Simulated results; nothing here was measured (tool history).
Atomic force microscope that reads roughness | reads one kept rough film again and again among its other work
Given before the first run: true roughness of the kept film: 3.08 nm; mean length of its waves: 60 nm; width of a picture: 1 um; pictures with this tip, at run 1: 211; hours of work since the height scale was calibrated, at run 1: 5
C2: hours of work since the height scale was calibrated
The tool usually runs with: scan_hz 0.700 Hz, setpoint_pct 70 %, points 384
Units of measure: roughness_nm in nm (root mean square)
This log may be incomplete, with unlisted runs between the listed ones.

Run 1, day 0.000: usual settings; pictures with this tip 211; C2 5. Result: roughness_nm 2.704 nm (root mean square).
Run 2, day 1.612: usual settings but points 381; pictures with this tip 250; C2 21. Result: roughness_nm 2.658 nm (root mean square).
Run 3, day 2.971: usual settings; pictures with this tip 283; C2 35. Result: roughness_nm 2.623 nm (root mean square).
At day 3.679: new tip fitted.
Run 4, day 4.175: usual settings but points 365; pictures with this tip 11; C2 47. Result: roughness_nm 2.887 nm (root mean square).
Run 5, day 5.471: usual settings but points 365; pictures with this tip 43; C2 60. Result: roughness_nm 2.813 nm (root mean square).
Run 6, day 6.412: usual settings but points 595; pictures with this tip 66; C2 69. Result: roughness_nm 2.777 nm (root mean square).
Run 7, day 7.238: usual settings but points 595; pictures with this tip 85; C2 78. Result: roughness_nm 2.788 nm (root mean square).
Run 8, day 8.292: usual settings but setpoint_pct 66 %, points 464; pictures with this tip 111; C2 89. Result: roughness_nm 2.775 nm (root mean square).
Run 9, day 9.808: usual settings but scan_hz 3.082 Hz, points 289; pictures with this tip 147; C2 104. Result: roughness_nm 2.477 nm (root mean square).
Run 10, day 11.050: usual settings but scan_hz 0.716 Hz, setpoint_pct 78 %; pictures with this tip 177; C2 116. Result: roughness_nm 2.654 nm (root mean square).
Run 11, day 12.292: usual settings but scan_hz 0.716 Hz, setpoint_pct 78 %; pictures with this tip 207; C2 129. Result: roughness_nm 2.631 nm (root mean square).

The same runs without the tool's hidden state, with the same run-to-run variation:
Unlogged tool condition in this case: radius of the tip, nm; height scale over the true one, %; drift of the gauge itself on roughness_nm, %.
run  roughness_nm
  1         2.904
  2         2.889
  3         2.881
  4         2.912
  5         2.869
  6         2.852
  7         2.882
  8         2.892
  9         2.612
 10         2.827
 11         2.829
